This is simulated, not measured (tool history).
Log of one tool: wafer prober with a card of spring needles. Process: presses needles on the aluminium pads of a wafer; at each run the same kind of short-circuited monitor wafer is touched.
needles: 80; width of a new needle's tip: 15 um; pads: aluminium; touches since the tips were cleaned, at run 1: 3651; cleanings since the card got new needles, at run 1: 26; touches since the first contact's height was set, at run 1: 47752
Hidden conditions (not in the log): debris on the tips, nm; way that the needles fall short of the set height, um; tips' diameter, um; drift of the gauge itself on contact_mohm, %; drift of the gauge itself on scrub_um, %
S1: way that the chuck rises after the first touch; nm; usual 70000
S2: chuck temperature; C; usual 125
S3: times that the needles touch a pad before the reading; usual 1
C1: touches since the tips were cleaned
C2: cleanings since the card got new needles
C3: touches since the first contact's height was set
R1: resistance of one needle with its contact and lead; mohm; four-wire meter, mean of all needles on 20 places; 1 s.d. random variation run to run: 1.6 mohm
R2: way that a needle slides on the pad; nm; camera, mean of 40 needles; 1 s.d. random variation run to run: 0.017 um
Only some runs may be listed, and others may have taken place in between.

run,hour,S1,S2,S3,C1,C2,C3,R1,R2
1,0,70000,125,1,3651,26,47752,221,10980
# hour 13.4: tips cleaned on abrasive film
2,24.7,70000,125,1,3597,27,55589,228,10970
# hour 38.2: tips cleaned on abrasive film
3,44,70000,125,1,1830,28,61695,209,10950
# hour 63.5: tips cleaned on abrasive film
4,63.5,70000,125,1,0,29,67870,157,10960
5,83.3,70000,125,1,6316,29,74186,236,10940
# hour 88.2: tips cleaned on abrasive film
6,108.9,50000,125,1,6583,30,82312,317,7770
# hour 113.4: tips cleaned on abrasive film
# hour 137.1: tips cleaned on abrasive film
# hour 137.4: height of the first contact set anew
7,142.7,70000,33,1,1699,32,1699,199,11050
# hour 161.8: tips cleaned on abrasive film
8,171.2,70000,33,1,3005,33,10738,218,11070
# hour 185: tips cleaned on abrasive film
9,202.5,70000,33,1,5588,34,20680,233,11040
# hour 210.5: tips cleaned on abrasive film
10,224,70000,33,1,4281,35,27486,223,11010
# hour 236.1: tips cleaned on abrasive film
11,256.9,64000,125,1,6654,36,37954,258,10080
# hour 262.6: tips cleaned on abrasive film
12,275,64000,125,1,3951,37,43686,244,10070
# hour 286: tips cleaned on abrasive film
13,307.6,68000,125,1,6874,38,54010,246,10660
# hour 311.2: tips cleaned on abrasive film
14,330.4,68000,125,1,6122,39,61269,239,10650
# hour 337.6: tips cleaned on abrasive film
15,348.7,70000,125,1,3521,40,67050,231,10980
# hour 362.7: tips cleaned on abrasive film
16,371.7,70000,125,1,2864,41,74337,228,10910
# hour 387.2: tips cleaned on abrasive film
17,392,77000,56,1,1528,42,80762,191,12030
# hour 411.8: tips cleaned on abrasive film
18,419.2,77000,56,1,2359,43,89403,200,12000
# hour 425.3: height of the first contact set anew
# hour 437.3: tips cleaned on abrasive film
19,444.5,77000,56,1,2286,44,6084,198,12200
# hour 461.2: tips cleaned on abrasive film
20,483.9,56000,69,2,7240,45,18605,234,8840
# hour 487.5: tips cleaned on abrasive film
21,505.2,84000,125,1,5629,46,25333,217,13230
# hour 511.3: tips cleaned on abrasive film
# hour 535.1: tips cleaned on abrasive film
22,537,58000,40,2,616,48,35409,173,9100
# hour 559: tips cleaned on abrasive film
23,566.6,66000,95,2,2415,49,44799,194,10360
# hour 584.9: tips cleaned on abrasive film
24,587.9,81000,125,1,939,50,51549,185,12710
# hour 610: tips cleaned on abrasive film
25,625.6,86000,125,1,4954,51,63533,213,13470
# hour 635.5: tips cleaned on abrasive film
26,647.4,57000,43,2,3781,52,70440,220,8890
# hour 661.9: tips cleaned on abrasive film
27,684.3,54000,31,1,7147,53,82171,316,8350
# hour 687.8: tips cleaned on abrasive film
# hour 711.5: tips cleaned on abrasive film
# hour 714: height of the first contact set anew
28,714,83000,59,1,715,55,0,171,13130
# hour 736.8: tips cleaned on abrasive film
29,737.8,71000,124,1,299,56,7538,171,11220
# hour 761.5: tips cleaned on abrasive film
30,776.9,71000,124,1,4916,57,19965,239,11200
# hour 788.1: tips cleaned on abrasive film
31,807.4,71000,124,1,6167,58,29657,244,11170

4 options for the next run, each taken on its own from the tool as it stands now. Forecast them:
# hour 812.2: tips cleaned on abrasive film
# hour 836.5: tips cleaned on abrasive film
A,842.9,70000,79,1,2040,60,40893,?,?
# hour 812.2: tips cleaned on abrasive film
# hour 836.5: tips cleaned on abrasive film
B,842.9,63000,82,1,2040,60,40893,?,?
# hour 812.2: tips cleaned on abrasive film
# hour 836.5: tips cleaned on abrasive film
C,842.9,72000,120,2,2040,60,40893,?,?
# hour 812.2: tips cleaned on abrasive film
# hour 836.5: tips cleaned on abrasive film
D,842.9,70000,31,1,2040,60,40893,?,?

run,R1,R2
A,212,11000
B,224,9850
C,184,11290
D,201,10980
With no hidden state in the tool, these same runs would have given:
run,R1,R2
A,146,11080
B,146,9930
C,148,11370
D,132,11060
